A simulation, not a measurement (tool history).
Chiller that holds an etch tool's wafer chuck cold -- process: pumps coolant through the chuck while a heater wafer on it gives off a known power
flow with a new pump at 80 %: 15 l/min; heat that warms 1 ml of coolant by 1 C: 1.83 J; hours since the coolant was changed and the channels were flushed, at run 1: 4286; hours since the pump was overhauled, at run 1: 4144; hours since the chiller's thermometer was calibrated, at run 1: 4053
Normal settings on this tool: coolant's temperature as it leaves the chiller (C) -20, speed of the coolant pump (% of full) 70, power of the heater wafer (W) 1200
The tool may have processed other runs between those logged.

| run | hour | coolant's temperature as it leaves the chiller (C) | speed of the coolant pump (% of full) | power of the heater wafer (W) | hours since the coolant was changed and the channels were flushed | hours since the pump was overhauled | hours since the chiller's thermometer was calibrated | chuck's temperature once it has settled (C) | how much warmer the coolant comes back (C) |
|---|---|---|---|---|---|---|---|---|---|
| 1 | 0.0 | -20 | 70 | 1200 | 4286 | 4144 | 4053 | -9.7 | 3.10 |
| 2 | 75.8 | -20 | 70 | 613 | 4362 | 4219 | 4129 | -14.8 | 1.64 |
| 3 | 126.5 | -20 | 70 | 899 | 4412 | 4270 | 4179 | -12.2 | 2.43 |
| 4 | 180.0 | -20 | 70 | 899 | 4466 | 4324 | 4233 | -12.2 | 2.36 |
| 5 | 273.8 | -20 | 70 | 1107 | 4560 | 4417 | 4326 | -10.5 | 2.93 |
| 6 | 345.3 | -20 | 88 | 1200 | 4631 | 4489 | 4398 | -10.9 | 2.43 |
| 7 | 430.2 | -20 | 88 | 1200 | 4716 | 4574 | 4483 | -10.7 | 2.43 |
| 8 | 515.3 | -20 | 70 | 693 | 4801 | 4659 | 4568 | -14.2 | 1.79 |
| 9 | 591.9 | -20 | 70 | 693 | 4878 | 4736 | 4645 | -14.1 | 1.84 |
| 10 | 684.9 | -20 | 65 | 1200 | 4971 | 4829 | 4738 | -9.0 | 3.40 |
| 11 | 744.6 | -20 | 74 | 1200 | 5030 | 4888 | 4797 | -9.8 | 3.04 |
| 12 | 834.8 | -26 | 74 | 1200 | 5120 | 4978 | 4887 | -15.8 | 2.94 |
| 13 | 925.9 | -20 | 95 | 1200 | 5212 | 5070 | 4979 | -11.3 | 2.23 |
| 14 | 1028.7 | -19 | 70 | 1200 | 5314 | 5172 | 5081 | -8.3 | 3.19 |
| 15 | 1130.5 | -20 | 70 | 1200 | 5416 | 5274 | 5183 | -9.4 | 3.14 |
|  | 1138.1 | chiller's thermometer calibrated |
| 16 | 1209.7 | -20 | 70 | 1340 | 5494 | 5352 | 72 | -8.2 | 3.59 |
| 17 | 1273.8 | -18 | 66 | 1326 | 5559 | 5416 | 136 | -6.1 | 3.72 |
| 18 | 1377.3 | -15 | 64 | 1200 | 5662 | 5520 | 239 | -4.0 | 3.55 |
|  | 1400.4 | chiller's thermometer calibrated, once more |
| 19 | 1430.8 | -22 | 84 | 836 | 5715 | 5572 | 30 | -15.1 | 1.78 |
| 20 | 1511.9 | -22 | 84 | 836 | 5796 | 5654 | 112 | -15.3 | 1.82 |
| 21 | 1598.1 | -21 | 70 | 683 | 5882 | 5740 | 198 | -14.8 | 1.81 |
| 22 | 1660.7 | -20 | 67 | 1394 | 5944 | 5802 | 260 | -7.1 | 3.87 |
| 23 | 1728.4 | -21 | 98 | 888 | 6012 | 5870 | 328 | -14.5 | 1.63 |
| 24 | 1828.1 | -20 | 88 | 1605 | 6112 | 5970 | 428 | -7.2 | 3.25 |
| 25 | 1887.9 | -20 | 88 | 1605 | 6172 | 6029 | 487 | -7.0 | 3.28 |
| 26 | 1942.8 | -20 | 88 | 1605 | 6227 | 6084 | 542 | -6.9 | 3.38 |
| 27 | 2033.1 | -20 | 83 | 1605 | 6317 | 6175 | 633 | -6.6 | 3.53 |
| 28 | 2085.9 | -24 | 79 | 1605 | 6370 | 6227 | 685 | -10.2 | 3.76 |
| 29 | 2160.1 | -25 | 95 | 741 | 6444 | 6302 | 760 | -19.2 | 1.38 |
| 30 | 2240.5 | -11 | 78 | 1463 | 6524 | 6382 | 840 | 1.6 | 3.43 |

Here are 3 independent what-if runs from the current tool condition. What would each one return?
| A | 2346.2 | -24 | 78 | 624 | 6630 | 6488 | 946 | ? | ? |
| B | 2346.2 | -29 | 72 | 1463 | 6630 | 6488 | 946 | ? | ? |
| C | 2346.2 | -19 | 78 | 1463 | 6630 | 6488 | 946 | ? | ? |

| run | chuck's temperature once it has settled (C) | how much warmer the coolant comes back (C) |
|---|---|---|
| A | -18.6 | 1.49 |
| B | -15.7 | 3.75 |
| C | -6.0 | 3.43 |
What these runs would have given with no unlogged condition in the tool:
| run | chuck's temperature once it has settled (C) | how much warmer the coolant comes back (C) |
|---|---|---|
| A | -19.2 | 1.42 |
| B | -17.4 | 3.55 |
| C | -7.6 | 3.25 |
